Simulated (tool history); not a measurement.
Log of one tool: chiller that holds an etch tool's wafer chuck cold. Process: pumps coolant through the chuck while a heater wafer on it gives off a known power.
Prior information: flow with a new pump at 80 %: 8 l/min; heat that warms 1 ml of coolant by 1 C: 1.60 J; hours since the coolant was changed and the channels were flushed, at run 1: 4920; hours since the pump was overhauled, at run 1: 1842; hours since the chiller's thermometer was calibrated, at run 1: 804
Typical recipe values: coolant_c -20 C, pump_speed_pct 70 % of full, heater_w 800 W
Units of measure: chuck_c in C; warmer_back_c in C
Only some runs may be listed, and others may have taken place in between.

run    hour  coolant_c  pump_speed_pct  heater_w  hours since the coolant was changed and the channels were flushed  hours since the pump was overhauled  hours since the chiller's thermometer was calibrated  chuck_c  warmer_back_c
  1       0        -20              70       800                                                               4920                                 1842                                                   804    -12.2           4.39
  2    59.8        -13              70       800                                                               4980                                 1901                                                   864     -5.3           4.51
  3   125.4        -13              70       800                                                               5045                                 1967                                                   930     -5.3           4.47
  4   210.5        -13              70       800                                                               5131                                 2052                                                  1015     -5.3           4.48
  5   276.7        -20              70       800                                                               5197                                 2118                                                  1081    -12.3           4.52
  6   332.8        -24              70       800                                                               5253                                 2174                                                  1137    -16.4           4.46
  7   387.6        -20              70       800                                                               5308                                 2229                                                  1192      -12            4.5
  8   488.6        -18              70       800                                                               5409                                 2330                                                  1293    -10.3           4.46
  9     544        -18              70       800                                                               5464                                 2386                                                  1348    -10.3           4.49
 10   620.2        -18              70       800                                                               5540                                 2462                                                  1425    -10.2           4.49
 11     703        -18              70       800                                                               5623                                 2545                                                  1507    -10.2           4.43
 12   797.3        -18              70       800                                                               5717                                 2639                                                  1602      -10           4.51
 13   894.5        -13              97       800                                                               5815                                 2736                                                  1699     -7.2           3.19
 14   951.2        -26              77       696                                                               5871                                 2793                                                  1756      -20           3.54
 15  1014.6        -26              77       696                                                               5935                                 2856                                                  1819    -19.8           3.54
 16  1073.9        -26              77       696                                                               5994                                 2916                                                  1878    -19.7           3.58
     1150.5  -- coolant changed, channels flushed
 17  1164.9        -26              77       696                                                                 14                                 3001                                                  1963    -20.5           3.58
     1207.5  -- chiller's thermometer calibrated
 18  1263.6        -20              83       800                                                                112                                 3098                                                    56    -13.8           3.87
 19  1354.7        -26              70       513                                                                203                                 3189                                                   147    -21.6           2.88
 20  1445.4        -26              70       513                                                                294                                 3280                                                   238    -21.2           2.87
 21  1527.8        -19              62       619                                                                376                                 3362                                                   320    -12.9           3.94
 22  1606.4        -19              62       619                                                                455                                 3441                                                   399      -13           4.03
 23  1731.9        -19              62       619                                                                580                                 3566                                                   524    -12.7           4.05
 24  1789.9        -20              70       800                                                                638                                 3625                                                   582    -12.9           4.52

Below are 5 alternative next runs, each starting from the tool's condition after run 24. Predict each:
  A  1866.2        -21              70       800                                                                715                                 3701                                                   659        ?              ?
  B  1866.2        -20              76       706                                                                715                                 3701                                                   659        ?              ?
  C  1866.2        -19              61       429                                                                715                                 3701                                                   659        ?              ?
  D  1866.2        -28              82       800                                                                715                                 3701                                                   659        ?              ?
  E  1866.2        -20              70       800                                                                715                                 3701                                                   659        ?              ?

run  chuck_c  warmer_back_c
  A    -13.8           4.51
  B      -14           3.75
  C    -14.7           2.87
  D    -21.9            3.9
  E    -12.8           4.63
Stripped of hidden state, with their random variation kept, the same runs would have yielded:
run  chuck_c  warmer_back_c
  A    -14.4           4.23
  B    -14.4           3.52
  C      -15            2.7
  D    -22.3           3.66
  E    -13.3           4.34
